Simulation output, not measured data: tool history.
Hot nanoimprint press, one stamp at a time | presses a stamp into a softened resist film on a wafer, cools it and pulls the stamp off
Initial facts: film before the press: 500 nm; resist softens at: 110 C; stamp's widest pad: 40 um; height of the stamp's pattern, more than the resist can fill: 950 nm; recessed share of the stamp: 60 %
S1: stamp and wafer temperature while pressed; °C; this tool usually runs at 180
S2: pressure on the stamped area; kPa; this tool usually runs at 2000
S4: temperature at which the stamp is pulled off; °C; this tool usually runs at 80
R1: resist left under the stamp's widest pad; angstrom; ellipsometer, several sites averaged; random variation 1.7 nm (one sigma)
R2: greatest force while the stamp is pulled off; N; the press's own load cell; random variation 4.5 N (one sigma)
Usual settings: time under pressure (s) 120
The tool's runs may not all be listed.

run 1 hour=0.0 | S1=180 S2=2000 time_under_pressure_(s)=120 S4=80 | R1=2860 R2=254
run 2 hour=17.9 | S1=180 S2=2000 time_under_pressure_(s)=120 S4=80 | R1=2878 R2=282
run 3 hour=31.9 | S1=180 S2=2000 time_under_pressure_(s)=120 S4=80 | R1=2920 R2=252
-- hour=41.1 plate thermocouple calibrated
run 4 hour=46.2 | S1=180 S2=2000 time_under_pressure_(s)=120 S4=80 | R1=2969 R2=266
run 5 hour=63.8 | S1=180 S2=1830 time_under_pressure_(s)=120 S4=80 | R1=3066 R2=276
run 6 hour=75.7 | S1=180 S2=1830 time_under_pressure_(s)=120 S4=80 | R1=3045 R2=278
run 7 hour=93.3 | S1=180 S2=2000 time_under_pressure_(s)=120 S4=80 | R1=2949 R2=283
run 8 hour=109.1 | S1=182 S2=2000 time_under_pressure_(s)=120 S4=80 | R1=2813 R2=289
run 9 hour=123.2 | S1=182 S2=2000 time_under_pressure_(s)=120 S4=80 | R1=2785 R2=293
run 10 hour=132.4 | S1=180 S2=2000 time_under_pressure_(s)=120 S4=80 | R1=2980 R2=302
-- hour=138.3 plate thermocouple calibrated, once more
run 11 hour=147.8 | S1=180 S2=2000 time_under_pressure_(s)=120 S4=80 | R1=2784 R2=294
run 12 hour=161.1 | S1=180 S2=2000 time_under_pressure_(s)=120 S4=80 | R1=2748 R2=308
run 13 hour=171.4 | S1=180 S2=2000 time_under_pressure_(s)=120 S4=80 | R1=2779 R2=303
-- hour=183.0 stamp cleaned and given a new release coat
run 14 hour=194.4 | S1=180 S2=2000 time_under_pressure_(s)=162 S4=80 | R1=2501 R2=233
run 15 hour=210.4 | S1=180 S2=2000 time_under_pressure_(s)=120 S4=81 | R1=2800 R2=232
run 16 hour=219.0 | S1=180 S2=2000 time_under_pressure_(s)=120 S4=82 | R1=2761 R2=230
run 17 hour=228.6 | S1=180 S2=2000 time_under_pressure_(s)=120 S4=82 | R1=2772 R2=231
run 18 hour=236.1 | S1=180 S2=1780 time_under_pressure_(s)=123 S4=82 | R1=2873 R2=231
run 19 hour=247.2 | S1=180 S2=1780 time_under_pressure_(s)=123 S4=82 | R1=2867 R2=231
run 20 hour=260.6 | S1=180 S2=1780 time_under_pressure_(s)=123 S4=82 | R1=2912 R2=242
run 21 hour=270.9 | S1=180 S2=1780 time_under_pressure_(s)=123 S4=82 | R1=2908 R2=236
run 22 hour=284.1 | S1=168 S2=2000 time_under_pressure_(s)=105 S4=80 | R1=4117 R2=236
run 23 hour=292.8 | S1=168 S2=2000 time_under_pressure_(s)=105 S4=80 | R1=4071 R2=237
run 24 hour=304.2 | S1=168 S2=2000 time_under_pressure_(s)=151 S4=84 | R1=3803 R2=249
run 25 hour=322.1 | S1=168 S2=2000 time_under_pressure_(s)=151 S4=84 | R1=3801 R2=236
run 26 hour=330.4 | S1=168 S2=2000 time_under_pressure_(s)=151 S4=84 | R1=3841 R2=247
run 27 hour=343.5 | S1=176 S2=2000 time_under_pressure_(s)=99 S4=85 | R1=3360 R2=246
run 28 hour=352.0 | S1=176 S2=2000 time_under_pressure_(s)=99 S4=85 | R1=3411 R2=246
run 29 hour=362.0 | S1=172 S2=2010 time_under_pressure_(s)=85 S4=74 | R1=3904 R2=282

Some steps in R1, run to run, broken into two amounts with sign: the step expected even without the hidden condition (settings, incoming material, random variation), and the rest, left for the hidden condition together with whatever gauge scatter is not in both the measured and the hidden-condition-free result:
Unlogged tool condition in this case: true temperature over the reading, C; pressure that arrives at the usual setting, %; grip of the stamp's worn release coat, % over a new coat's; drift of the gauge itself on residual_nm, %; drift of the gauge itself on pull_off_n, %.
Run 3 -> 4: plate thermocouple calibrated. R1 +49 angstrom: hidden state +89, all else -40.
Run 10 -> 11: plate thermocouple calibrated, once more. R1 -196 angstrom: hidden state -243, all else +47.
Run 21 -> 22: S1 180 -> 168, S2 1780 -> 2000, time under pressure (s) 123 -> 105, S4 82 -> 80. R1 +1209 angstrom: hidden state -7, all else +1216.
Run 28 -> 29: S1 176 -> 172, S2 2000 -> 2010, time under pressure (s) 99 -> 85, S4 85 -> 74. R1 +493 angstrom: hidden state -9, all else +502.
